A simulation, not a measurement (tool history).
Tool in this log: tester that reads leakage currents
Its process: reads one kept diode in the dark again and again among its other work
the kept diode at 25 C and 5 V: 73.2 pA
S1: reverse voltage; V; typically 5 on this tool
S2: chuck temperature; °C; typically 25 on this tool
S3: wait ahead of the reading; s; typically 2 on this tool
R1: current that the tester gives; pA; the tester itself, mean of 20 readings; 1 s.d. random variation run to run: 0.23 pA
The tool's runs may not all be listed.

run 1 hour=0 | S1=5 S2=25 S3=2 | R1=79.12
run 2 hour=57.9 | S1=5 S2=25 S3=2 | R1=78.58
run 3 hour=156.9 | S1=5 S2=25 S3=2 | R1=77.61
run 4 hour=214.4 | S1=1.14 S2=25 S3=2 | R1=42.68
run 5 hour=309 | S1=1.14 S2=25 S3=2 | R1=42.42
run 6 hour=389.2 | S1=1.14 S2=25 S3=2 | R1=42.4
run 7 hour=435.8 | S1=1.14 S2=25 S3=2 | R1=41.73
run 8 hour=500.9 | S1=1.14 S2=25 S3=2 | R1=41.57
run 9 hour=583.3 | S1=1.14 S2=25 S3=2 | R1=41.11
-- hour=641.1 chuck's temperature calibrated
run 10 hour=657.6 | S1=1.14 S2=25 S3=2 | R1=46.7
run 11 hour=722.4 | S1=5 S2=25 S3=4.4 | R1=84
run 12 hour=772.6 | S1=5 S2=25 S3=4.4 | R1=83.89
run 13 hour=820.4 | S1=5 S2=25 S3=4.4 | R1=84.28
run 14 hour=915.8 | S1=5 S2=25 S3=4.4 | R1=83.35
run 15 hour=959 | S1=5.59 S2=25 S3=4.4 | R1=87.21
run 16 hour=1032.1 | S1=1.16 S2=45 S3=7.13 | R1=257.16
-- hour=1099.4 probe card cleaned and baked
run 17 hour=1099.4 | S1=5 S2=41 S3=2 | R1=295
run 18 hour=1190.5 | S1=2.25 S2=55 S3=1.43 | R1=706.84
run 19 hour=1271.8 | S1=2.07 S2=22 S3=0.32 | R1=37.77
run 20 hour=1316.4 | S1=1.59 S2=24 S3=0.72 | R1=41.4
run 21 hour=1395.1 | S1=5 S2=29 S3=2 | R1=98
run 22 hour=1482.3 | S1=8.39 S2=38 S3=2.27 | R1=261.17
run 23 hour=1533.8 | S1=1.76 S2=25 S3=2 | R1=45.82
run 24 hour=1576.8 | S1=2.02 S2=40 S3=1.79 | R1=189
-- hour=1621.7 chuck's temperature calibrated
run 25 hour=1622.7 | S1=9.03 S2=38 S3=1.86 | R1=298.41
run 26 hour=1691.3 | S1=10.14 S2=55 S3=6.66 | R1=1260.87
run 27 hour=1792.7 | S1=10.14 S2=55 S3=6.66 | R1=1245.75
run 28 hour=1871.9 | S1=5.89 S2=49 S3=0.36 | R1=638.27
run 29 hour=1915.7 | S1=5.89 S2=49 S3=0.36 | R1=632.7
run 30 hour=1960.5 | S1=5.89 S2=49 S3=0.36 | R1=630.81

Hidden state or all else? Some run-to-run changes of R1, split into what the settings, what came in and random variation would give without the hidden state, and what is left for the hidden state (with any gauge scatter that isn't in both results):
Hidden conditions of the tool in this case: stray current of the dirty probe card, pA a volt; current scale over the true one, %; true chuck temperature over the reading, C; drift of the gauge itself on leakage_pa, %.
Run 17 -> 18: S1 5 -> 2.25, S2 41 -> 55, S3 2 -> 1.43. R1 +411.84 pA: hidden state -29.07, all else +440.91.
Run 18 -> 19: S1 2.25 -> 2.07, S2 55 -> 22, S3 1.43 -> 0.32. R1 -669.07 pA: hidden state +43.46, all else -712.53.
Run 24 -> 25: S1 2.02 -> 9.03, S2 40 -> 38, S3 1.79 -> 1.86, chuck's temperature calibrated. R1 +109.41 pA: hidden state +26.8, all else +82.61.
Run 25 -> 26: S1 9.03 -> 10.14, S2 38 -> 55, S3 1.86 -> 6.66. R1 +962.46 pA: hidden state -3.72, all else +966.18.
Run 27 -> 28: S1 10.14 -> 5.89, S2 55 -> 49, S3 6.66 -> 0.36. R1 -607.48 pA: hidden state +0.97, all else -608.45.
